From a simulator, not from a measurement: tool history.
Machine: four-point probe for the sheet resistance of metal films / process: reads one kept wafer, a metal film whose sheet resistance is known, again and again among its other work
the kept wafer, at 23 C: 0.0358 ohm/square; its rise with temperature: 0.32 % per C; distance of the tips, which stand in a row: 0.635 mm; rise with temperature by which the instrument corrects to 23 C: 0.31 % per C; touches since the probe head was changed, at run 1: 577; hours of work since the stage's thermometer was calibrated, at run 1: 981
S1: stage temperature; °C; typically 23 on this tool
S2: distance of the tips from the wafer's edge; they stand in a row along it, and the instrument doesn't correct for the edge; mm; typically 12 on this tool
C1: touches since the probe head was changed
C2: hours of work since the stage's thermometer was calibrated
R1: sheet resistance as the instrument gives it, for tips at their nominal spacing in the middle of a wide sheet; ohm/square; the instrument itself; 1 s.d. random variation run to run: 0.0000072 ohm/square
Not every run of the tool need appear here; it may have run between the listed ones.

run   hour  S1  S2    C1    C2        R1
  1      0  23  12   577   981  0.035933
  2   28.7  23  12  1173  1001  0.035949
  3   64.7  23  12  1922  1026  0.035947
  4   80.8  23  41  2258  1037  0.035903
  5  103.3  23  41  2724  1053  0.035899
  6  127.1  23  41  3219  1069  0.035909
  7  146.5  23  41  3623  1082  0.035909
  8  169.3  23  16  4097  1098  0.035942
  9  205.3  28  25  4846  1123   0.03594
 10    229  23  49  5337  1139  0.035914
 11  264.4  25  10  6075  1163  0.035985
 12  292.9  25  10  6666  1183  0.035985
 13  320.6  25  10  7242  1202  0.036002
 14  337.5  20  55  7593  1214  0.035898
 15  367.4  29   7  8214  1234  0.036097

Each row is a separate what-if for the run after 15, all from the same tool condition, not one after another. Results?
  A  399.7  35   4  8887  1257   ?
  B  399.7  20   7  8887  1257   ?
  C  399.7  32   4  8887  1257   ?
  D  399.7  18  72  8887  1257   ?
  E  399.7  34  47  8887  1257   ?

run        R1
  A  0.036449
  B  0.036059
  C  0.036426
  D  0.035899
  E  0.035972
Had the tool no hidden state, the same runs would have come out as:
run        R1
  A   0.03633
  B  0.035939
  C  0.036306
  D  0.035779
  E  0.035854
